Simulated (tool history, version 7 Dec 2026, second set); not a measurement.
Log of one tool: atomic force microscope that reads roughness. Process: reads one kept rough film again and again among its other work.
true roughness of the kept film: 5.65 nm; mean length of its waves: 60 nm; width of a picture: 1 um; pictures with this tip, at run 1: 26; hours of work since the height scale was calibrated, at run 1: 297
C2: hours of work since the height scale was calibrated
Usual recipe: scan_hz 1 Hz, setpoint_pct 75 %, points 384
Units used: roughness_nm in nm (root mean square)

{"run": 1, "hour": 0.0, "scan_hz": 1, "setpoint_pct": 75, "points": 384, "pictures with this tip": 26, "C2": 297, "roughness_nm": 5.024}
{"run": 2, "hour": 15.8, "scan_hz": 1, "setpoint_pct": 75, "points": 288, "pictures with this tip": 61, "C2": 307, "roughness_nm": 5.072}
{"run": 3, "hour": 37.0, "scan_hz": 1, "setpoint_pct": 75, "points": 384, "pictures with this tip": 107, "C2": 321, "roughness_nm": 5.053}
{"hour": 57.9, "done": "new tip fitted"}
{"run": 4, "hour": 57.9, "scan_hz": 1, "setpoint_pct": 75, "points": 384, "pictures with this tip": 0, "C2": 334, "roughness_nm": 5.021}
{"run": 5, "hour": 82.9, "scan_hz": 1, "setpoint_pct": 75, "points": 384, "pictures with this tip": 56, "C2": 351, "roughness_nm": 5.087}
{"run": 6, "hour": 100.7, "scan_hz": 1, "setpoint_pct": 88, "points": 384, "pictures with this tip": 95, "C2": 362, "roughness_nm": 4.725}
{"run": 7, "hour": 122.4, "scan_hz": 3.83, "setpoint_pct": 87, "points": 687, "pictures with this tip": 143, "C2": 377, "roughness_nm": 3.644}
{"hour": 126.4, "done": "new tip fitted"}
{"run": 8, "hour": 149.1, "scan_hz": 1.14, "setpoint_pct": 59, "points": 933, "pictures with this tip": 50, "C2": 394, "roughness_nm": 5.278}
{"run": 9, "hour": 174.0, "scan_hz": 1.14, "setpoint_pct": 59, "points": 933, "pictures with this tip": 105, "C2": 410, "roughness_nm": 5.241}
{"run": 10, "hour": 189.8, "scan_hz": 0.58, "setpoint_pct": 66, "points": 933, "pictures with this tip": 139, "C2": 421, "roughness_nm": 5.255}
{"hour": 195.1, "done": "new tip fitted"}
{"run": 11, "hour": 221.7, "scan_hz": 0.58, "setpoint_pct": 66, "points": 933, "pictures with this tip": 59, "C2": 441, "roughness_nm": 5.315}
{"run": 12, "hour": 236.9, "scan_hz": 3.79, "setpoint_pct": 73, "points": 302, "pictures with this tip": 92, "C2": 451, "roughness_nm": 4.34}

Forecast each of these 4 alternatives for the next run:
{"run": "A", "hour": 250.8, "scan_hz": 3.79, "setpoint_pct": 73, "points": 736, "pictures with this tip": 123, "C2": 460, "roughness_nm": "?"}
{"run": "B", "hour": 250.8, "scan_hz": 0.73, "setpoint_pct": 73, "points": 962, "pictures with this tip": 123, "C2": 460, "roughness_nm": "?"}
{"run": "C", "hour": 250.8, "scan_hz": 3.43, "setpoint_pct": 75, "points": 563, "pictures with this tip": 123, "C2": 460, "roughness_nm": "?"}
{"run": "D", "hour": 250.8, "scan_hz": 1, "setpoint_pct": 67, "points": 803, "pictures with this tip": 123, "C2": 460, "roughness_nm": "?"}

run=A roughness_nm=4.357
run=B roughness_nm=5.175
run=C roughness_nm=4.333
run=D roughness_nm=5.169
With the hidden condition removed and each run's random variation left untouched, the same runs would have given:
run=A roughness_nm=4.365
run=B roughness_nm=5.185
run=C roughness_nm=4.341
run=D roughness_nm=5.179

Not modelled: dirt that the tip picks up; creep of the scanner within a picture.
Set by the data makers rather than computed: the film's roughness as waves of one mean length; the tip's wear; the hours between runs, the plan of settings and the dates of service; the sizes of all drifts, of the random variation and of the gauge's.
